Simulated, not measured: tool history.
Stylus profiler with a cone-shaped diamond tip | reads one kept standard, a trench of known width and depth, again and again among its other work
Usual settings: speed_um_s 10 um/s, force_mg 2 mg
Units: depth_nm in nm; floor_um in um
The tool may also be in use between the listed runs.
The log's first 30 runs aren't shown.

| run | day | speed_um_s | force_mg | scans with this tip | hours of work since the height scale was calibrated | depth_nm | floor_um |
|---|---|---|---|---|---|---|---|
| 31 | 29.062 | 3 | 3.09 | 2687 | 558 | 203.47 | 47.03 |
| 32 | 29.638 | 3 | 3.09 | 2721 | 565 | 203.27 | 47.07 |
| 33 | 30.546 | 5 | 5.44 | 2773 | 576 | 204.74 | 47.03 |
| 34 | 31.546 | 24 | 2 | 2831 | 588 | 202.86 | 46.88 |
| 35 | 32.829 | 10 | 3.48 | 2906 | 604 | 203.5 | 46.99 |
| 36 | 33.421 | 3 | 2.1 | 2940 | 611 | 202.75 | 47.01 |
| 37 | 34.167 | 19 | 1.06 | 2983 | 620 | 201.85 | 46.92 |
| 38 | 35.162 | 5 | 2.32 | 3041 | 632 | 202.85 | 46.97 |
| 39 | 35.917 | 2 | 1.8 | 3085 | 641 | 202.6 | 47.04 |
| 40 | 36.783 | 2 | 1.8 | 3135 | 651 | 202.46 | 46.96 |
| 41 | 38.017 | 11 | 1.17 | 3207 | 666 | 202.16 | 46.94 |
| 42 | 39.321 | 11 | 1.17 | 3282 | 682 | 202.13 | 46.95 |
| 43 | 40.546 | 11 | 1.17 | 3353 | 697 | 202.09 | 46.95 |
| 44 | 41.254 | 7 | 0.91 | 3394 | 705 | 201.77 | 47.02 |
| 45 | 42.067 | 7 | 0.91 | 3442 | 715 | 201.79 | 46.95 |
| 46 | 42.725 | 9 | 0.91 | 3480 | 723 | 201.78 | 46.97 |

3 ways to go on from here, each from the tool as it stands after run 46. What would each give?
| A | 43.796 | 19 | 0.94 | 3542 | 736 | ? | ? |
| B | 43.796 | 4 | 2 | 3542 | 736 | ? | ? |
| C | 43.796 | 5 | 2.55 | 3542 | 736 | ? | ? |

| run | depth_nm | floor_um |
|---|---|---|
| A | 201.95 | 46.9 |
| B | 202.7 | 46.98 |
| C | 203.13 | 47.03 |
Without the tool's hidden state the same runs would have given:
| run | depth_nm | floor_um |
|---|---|---|
| A | 201.34 | 47.08 |
| B | 202.09 | 47.15 |
| C | 202.51 | 47.21 |
